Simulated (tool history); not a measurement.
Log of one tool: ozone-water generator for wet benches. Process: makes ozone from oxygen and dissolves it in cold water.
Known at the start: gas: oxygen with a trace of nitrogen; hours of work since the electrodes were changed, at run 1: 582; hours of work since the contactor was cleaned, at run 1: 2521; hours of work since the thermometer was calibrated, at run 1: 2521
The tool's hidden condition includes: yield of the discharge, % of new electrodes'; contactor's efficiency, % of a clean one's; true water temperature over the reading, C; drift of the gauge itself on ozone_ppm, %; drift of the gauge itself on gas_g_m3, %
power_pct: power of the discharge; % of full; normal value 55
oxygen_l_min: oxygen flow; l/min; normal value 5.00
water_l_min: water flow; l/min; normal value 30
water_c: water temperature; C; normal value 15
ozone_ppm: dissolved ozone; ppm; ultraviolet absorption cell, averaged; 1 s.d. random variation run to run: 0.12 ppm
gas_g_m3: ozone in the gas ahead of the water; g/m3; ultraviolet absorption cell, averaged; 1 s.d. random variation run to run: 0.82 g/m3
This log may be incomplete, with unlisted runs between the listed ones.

run,day,power_pct,oxygen_l_min,water_l_min,water_c,hours of work since the electrodes were changed,hours of work since the contactor was cleaned,hours of work since the thermometer was calibrated,ozone_ppm,gas_g_m3
1,0.000,55,5.00,30,15,582,2521,2521,12.0,130.6
2,2.100,55,5.00,20,15,615,2555,2555,16.5,129.9
3,4.450,55,5.00,20,15,653,2592,2592,16.7,130.9
4,8.754,55,5.00,20,15,722,2661,2661,16.6,131.0
5,12.812,55,5.00,30,15,787,2726,2726,12.4,130.4
6,16.108,55,4.99,30,15,839,2779,2779,12.0,130.9
7,19.125,55,5.00,30,15,888,2827,2827,12.1,130.0
8,22.550,55,5.00,30,15,943,2882,2882,12.2,130.3
9,26.429,48,5.00,30,15,1005,2944,2944,11.4,121.4
10,28.804,55,7.67,30,15,1043,2982,2982,12.2,99.9
11,31.617,55,7.67,30,15,1088,3027,3027,12.0,100.3
12,34.392,55,7.67,30,15,1132,3072,3072,12.2,101.4
13,37.521,55,7.67,30,15,1182,3122,3122,12.4,99.4
14,39.942,55,7.67,30,15,1221,3160,3160,12.1,99.7
15,44.171,55,5.00,41,15,1289,3228,3228,9.3,131.3
16,48.500,55,5.00,41,15,1358,3297,3297,9.5,128.4
17,52.975,55,5.00,41,15,1430,3369,3369,9.4,131.3
18,55.608,41,2.58,41,15,1472,3411,3411,6.9,167.7
19,59.888,41,3.30,41,23,1540,3480,3480,7.1,143.0
20,63.442,41,3.30,41,23,1597,3536,3536,7.3,143.4
21,66.492,55,5.72,30,7,1646,3585,3585,13.3,119.5
22,68.504,59,8.06,41,9,1678,3618,3618,10.6,101.7
23,72.250,59,8.06,41,9,1738,3677,3677,10.7,101.6
24,75.017,42,5.00,31,18,1782,3722,3722,10.0,112.3
25,77.367,55,5.00,26,16,1820,3759,3759,13.6,129.9
26,79.625,55,3.24,39,9,1856,3796,3796,9.5,170.6
27,83.388,55,5.00,26,15,1916,3856,3856,13.6,130.5
28,86.983,48,3.80,26,11,1974,3913,3913,12.9,143.6
29,89.683,55,5.00,26,7,2017,3956,3956,14.7,130.8
30,93.325,74,2.69,34,9,2075,4015,4015,12.0,229.7
31,95.425,45,6.24,30,14,2109,4048,4048,11.2,100.9
32,98.592,45,6.24,30,14,2160,4099,4099,11.1,101.0

4 options for the next run, each taken on its own from the tool as it stands now. Forecast them:
A,101.946,66,2.99,25,14,2213,4153,4153,?,?
B,101.946,45,5.10,30,14,2213,4153,4153,?,?
C,101.946,55,5.00,30,9,2213,4153,4153,?,?
D,101.946,55,3.03,21,22,2213,4153,4153,?,?

run,ozone_ppm,gas_g_m3
A,14.9,199.2
B,11.1,114.9
C,12.6,129.7
D,14.4,177.9
With the hidden condition removed and each run's random variation left untouched, the same runs would have given:
run,ozone_ppm,gas_g_m3
A,15.0,199.5
B,11.1,115.0
C,12.7,129.8
D,14.5,178.1
